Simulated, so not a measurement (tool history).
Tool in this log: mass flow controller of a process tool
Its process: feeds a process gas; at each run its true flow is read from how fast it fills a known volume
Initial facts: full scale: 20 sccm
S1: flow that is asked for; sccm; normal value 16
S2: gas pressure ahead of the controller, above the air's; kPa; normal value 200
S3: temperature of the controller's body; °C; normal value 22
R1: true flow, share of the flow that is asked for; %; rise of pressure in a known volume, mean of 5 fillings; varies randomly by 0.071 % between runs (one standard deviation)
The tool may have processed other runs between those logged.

run    hour  S1   S2  S3     R1
  1     0.0  16  200  22  99.41
  2   267.9  16  200  22  99.35
  3   546.9  16  151  22  98.90
  4   900.4  16  151  22  98.76
  5  1130.9  16  200  22  99.20
  6  1355.2  16  200  22  99.03
  7  1677.4  16  200  22  99.16
  8  1971.9  16  200  22  98.89
  9  2384.5  16  272  23  99.46
 10  2619.8   4  250  35  99.51
 11  2977.6   4  250  27  98.47
 12  3306.0   4  276  34  99.35
 13  3493.7  16  262  31  99.82
 14  3764.2  16  262  31  99.68
 15  4116.7   3  200  34  98.44

5 ways to go on from here, each from the tool as it stands after run 15. What would each give?
  A  4337.1   6  157  24   ?
  B  4337.1  18  162  34   ?
  C  4337.1   3  244  34   ?
  D  4337.1   8  200  40   ?
  E  4337.1   8  188  22   ?

run     R1
  A  97.48
  B  99.21
  C  98.69
  D  99.42
  E  97.71
Without the tool's unlogged condition, the same runs would have read:
run      R1
  A   98.51
  B  100.26
  C   99.73
  D  100.48
  E   98.75

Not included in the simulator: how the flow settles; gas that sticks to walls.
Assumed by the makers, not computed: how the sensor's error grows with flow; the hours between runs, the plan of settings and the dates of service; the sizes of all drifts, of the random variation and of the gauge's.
